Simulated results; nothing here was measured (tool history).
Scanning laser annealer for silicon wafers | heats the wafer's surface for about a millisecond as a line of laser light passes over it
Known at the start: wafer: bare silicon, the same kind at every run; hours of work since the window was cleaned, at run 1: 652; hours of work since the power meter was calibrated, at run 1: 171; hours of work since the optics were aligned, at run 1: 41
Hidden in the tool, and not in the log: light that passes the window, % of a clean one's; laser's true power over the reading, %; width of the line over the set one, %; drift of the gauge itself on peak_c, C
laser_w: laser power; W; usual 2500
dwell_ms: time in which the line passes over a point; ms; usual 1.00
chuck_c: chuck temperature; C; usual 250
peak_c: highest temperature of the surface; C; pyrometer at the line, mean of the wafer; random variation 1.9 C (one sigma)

run	hour	laser_w	dwell_ms	chuck_c	hours of work since the window was cleaned	hours of work since the power meter was calibrated	hours of work since the optics were aligned	peak_c
1	0.0	2500	1.00	250	652	171	41	1050
2	5.2	2500	1.00	223	654	174	43	1022
3	9.6	2500	1.00	223	656	176	45	1021
4	18.9	2500	1.00	223	660	180	49	1023
5	27.2	2500	1.00	223	664	183	53	1023
6	33.0	2500	1.00	223	667	186	56	1022
# hour 35.8: window over the wafer cleaned
7	43.6	2663	0.80	231	4	190	60	984
8	52.6	2500	1.10	286	8	194	64	1103
# hour 57.2: window over the wafer cleaned, once more
9	62.1	2500	0.99	284	2	197	67	1109
10	67.7	2500	0.99	284	5	200	69	1108
11	73.7	2500	0.99	284	7	203	72	1108

The same runs without the tool's hidden state, with the same run-to-run variation:
run	peak_c
1	1085
2	1058
3	1057
4	1059
5	1059
6	1058
7	1033
8	1157
9	1115
10	1114
11	1115
